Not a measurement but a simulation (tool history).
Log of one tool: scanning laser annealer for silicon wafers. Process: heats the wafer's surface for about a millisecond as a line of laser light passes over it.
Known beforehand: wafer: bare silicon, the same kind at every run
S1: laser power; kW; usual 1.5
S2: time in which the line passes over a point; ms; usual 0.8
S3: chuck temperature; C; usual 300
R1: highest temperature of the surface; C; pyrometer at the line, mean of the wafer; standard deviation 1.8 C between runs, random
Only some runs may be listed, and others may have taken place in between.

run	hour	S1	S2	S3	R1
1	0	1.5	0.8	300	1054
2	22	1.5	0.8	300	1050
3	52.8	1.5	0.8	300	1051
4	84.7	1.5	0.8	300	1050
5	99.8	1.5	0.8	300	1049
6	121.8	1.5	0.8	300	1053
7	143	1.5	0.8	300	1050
8	166.9	1.5	0.8	300	1046
9	193.2	1.5	0.8	300	1043
10	212.6	1.5	0.8	300	1046
11	232.3	1.5	0.8	300	1044
12	248.2	1.5	0.8	300	1046
13	272.9	1.5	0.8	300	1046
# hour 277.1: window over the wafer cleaned
14	289.6	1.5	0.8	300	1067
15	320.4	1.521	0.8	300	1073
16	340.3	1.521	0.8	300	1075
17	355.4	1.307	0.8	300	965
18	370.7	1.307	0.8	300	969
19	401.7	1.307	0.8	300	965
20	425.5	1.5	0.8	304	1067
21	438.5	1.373	0.972	276	1050
22	467.9	1.373	0.972	276	1049
23	484.1	1.426	0.935	300	1083
24	505.7	1.426	0.981	331	1133
25	531.2	1.5	0.8	297	1061
26	562.6	1.329	0.585	294	867
27	593.7	1.324	0.866	273	970
28	617.7	1.324	0.866	273	971
# hour 624.9: optics aligned, line set to its width
29	639.1	1.527	0.598	334	995
30	663.6	1.415	0.733	306	984
31	694.7	1.553	0.733	292	1032
# hour 718.9: optics aligned, line set to its width, once more
32	721.3	1.296	0.59	292	854
33	736.9	1.296	0.59	292	854
34	751.8	1.464	0.59	304	939
35	769.3	1.328	0.719	300	931
36	784.5	1.31	0.837	316	996
37	811.2	1.639	0.911	300	1182
38	836.4	1.5	0.825	270	1038
39	860.5	1.5	0.631	270	940
40	890.8	1.5	0.913	300	1107

Difference, measured minus no-hidden-state, one row per run. Run-to-run variation is common to both terms; the gauge's own scatter need not be:
The hidden state here: light that passes the window, % of a clean one's; laser's true power over the reading, %; width of the line over the set one, %; drift of the gauge itself on peak_c, C.
run	R1
1	-21
2	-22
3	-23
4	-24
5	-24
6	-25
7	-26
8	-27
9	-28
10	-28
11	-29
12	-29
13	-31
14	-7
15	-9
16	-9
17	-8
18	-8
19	-9
20	-11
21	-12
22	-13
23	-14
24	-15
25	-15
26	-12
27	-16
28	-16
29	-20
30	-21
31	-25
32	-11
33	-11
34	-14
35	-14
36	-16
37	-21
38	-19
39	-17
40	-22

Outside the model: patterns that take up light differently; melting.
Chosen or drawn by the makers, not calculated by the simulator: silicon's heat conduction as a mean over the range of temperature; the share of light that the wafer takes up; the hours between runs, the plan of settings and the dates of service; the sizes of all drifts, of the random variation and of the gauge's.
